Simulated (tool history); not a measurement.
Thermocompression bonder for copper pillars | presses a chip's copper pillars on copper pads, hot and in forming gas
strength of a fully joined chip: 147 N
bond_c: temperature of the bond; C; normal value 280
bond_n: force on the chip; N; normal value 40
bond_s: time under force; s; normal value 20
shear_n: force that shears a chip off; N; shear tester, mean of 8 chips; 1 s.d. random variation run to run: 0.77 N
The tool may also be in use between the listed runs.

run,hour,bond_c,bond_n,bond_s,shear_n
1,0.0,280,40,20,104.5
2,4.9,280,40,20,105.1
3,9.3,308,40,20,129.1
4,19.5,280,40,20,104.6
5,29.0,280,40,20,103.3
6,34.5,280,32,20,95.5
7,45.4,280,32,20,95.1
8,51.8,280,32,20,94.5
9,57.2,280,32,20,94.9
10,66.2,280,30,20,92.2
11,76.7,280,30,20,92.1
12,85.4,280,30,20,93.0
13,90.3,280,30,20,92.6
14,99.6,280,40,20,106.1
15,104.9,269,40,20,93.7
16,112.0,266,40,20,88.9
17,117.0,300,40,20,123.8
18,123.5,300,40,20,122.7
19,133.2,300,40,20,122.5
20,141.1,280,40,22,107.2
21,147.4,280,40,22,106.6
22,154.0,257,27,20,63.2
# hour 159.4: forming gas filter changed
23,160.7,256,30,20,66.5
24,170.2,259,25,20,62.9
25,177.4,259,25,20,62.5
26,184.9,259,25,20,63.0
27,189.5,259,38,20,80.3
28,195.0,260,26,31,76.6
29,200.7,260,26,31,75.6
30,206.0,280,40,27,113.7
31,214.9,280,33,51,119.4
32,224.6,280,56,51,135.3
33,233.1,261,30,45,93.6
34,242.3,261,60,48,123.3
35,251.7,254,60,45,114.9
36,262.2,254,60,45,113.9
37,268.2,254,60,45,113.6
38,273.8,251,60,45,111.0
39,283.9,280,42,54,129.2
40,292.4,262,34,17,73.0
41,301.4,280,31,20,93.6

Below are 3 alternative next runs, each starting from the tool's condition after run 41. Predict each:
A,308.6,264,40,20,?
B,308.6,261,57,49,?
C,308.6,302,26,10,?

run,shear_n
A,87.1
B,121.5
C,90.0
Without the tool's hidden state the same runs would have given:
run,shear_n
A,87.3
B,121.7
C,90.2
